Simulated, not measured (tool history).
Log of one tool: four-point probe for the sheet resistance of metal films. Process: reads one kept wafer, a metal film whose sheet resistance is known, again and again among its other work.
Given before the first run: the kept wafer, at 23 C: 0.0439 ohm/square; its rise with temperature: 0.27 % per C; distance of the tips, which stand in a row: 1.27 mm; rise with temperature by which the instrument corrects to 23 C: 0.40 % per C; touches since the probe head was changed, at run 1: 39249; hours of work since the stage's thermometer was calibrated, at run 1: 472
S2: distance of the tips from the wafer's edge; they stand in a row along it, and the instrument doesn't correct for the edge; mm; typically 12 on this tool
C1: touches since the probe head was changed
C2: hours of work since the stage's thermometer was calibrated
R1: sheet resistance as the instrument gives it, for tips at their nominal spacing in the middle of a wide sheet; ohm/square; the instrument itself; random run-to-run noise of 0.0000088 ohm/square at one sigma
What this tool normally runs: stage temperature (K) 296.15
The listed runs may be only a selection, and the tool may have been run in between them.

Run 1, hour 0.0: usual settings; C1 39249; C2 472. Result: R1 0.043920 ohm/square.
Run 2, hour 23.0: usual settings; C1 40533; C2 487. Result: R1 0.043943 ohm/square.
Run 3, hour 64.1: usual settings but stage temperature (K) 291.15; C1 42833; C2 515. Result: R1 0.044216 ohm/square.
Run 4, hour 115.6: usual settings but stage temperature (K) 291.15; C1 45711; C2 550. Result: R1 0.044218 ohm/square.
Run 5, hour 152.8: usual settings but stage temperature (K) 291.15; C1 47787; C2 575. Result: R1 0.044235 ohm/square.
Run 6, hour 191.2: usual settings but stage temperature (K) 291.15; C1 49933; C2 600. Result: R1 0.044239 ohm/square.
Run 7, hour 234.8: usual settings but stage temperature (K) 294.15, S2 4 mm; C1 52372; C2 630. Result: R1 0.046046 ohm/square.
Run 8, hour 285.9: usual settings but stage temperature (K) 298.15, S2 74 mm; C1 55226; C2 664. Result: R1 0.043590 ohm/square.
Run 9, hour 320.1: usual settings but S2 9 mm; C1 57138; C2 687. Result: R1 0.044153 ohm/square.
Run 10, hour 364.5: usual settings but stage temperature (K) 294.15, S2 6 mm; C1 59618; C2 717. Result: R1 0.044853 ohm/square.
Run 11, hour 403.0: usual settings but stage temperature (K) 304.15, S2 5 mm; C1 61774; C2 743. Result: R1 0.044737 ohm/square.

Each row is a separate what-if for the run after 11, all from the same tool condition, not one after another. Results?
Run A, hour 452.2: usual settings but stage temperature (K) 307.15, S2 6 mm; C1 64521; C2 776. Result: R1 ?.
Run B, hour 452.2: usual settings but stage temperature (K) 295.15, S2 11 mm; C1 64521; C2 776. Result: R1 ?.
Run C, hour 452.2: usual settings but stage temperature (K) 298.15, S2 31 mm; C1 64521; C2 776. Result: R1 ?.
Run D, hour 452.2: usual settings but stage temperature (K) 298.15, S2 7 mm; C1 64521; C2 776. Result: R1 ?.
Run E, hour 452.2: usual settings but stage temperature (K) 308.15, S2 11 mm; C1 64521; C2 776. Result: R1 ?.

run        R1
  A  0.044147
  B  0.044083
  C  0.043646
  D  0.044367
  E  0.043379
The same runs, with their run-to-run variation unchanged, on a tool lacking any hidden condition would have given:
run        R1
  A  0.044334
  B  0.044269
  C  0.043830
  D  0.044555
  E  0.043562
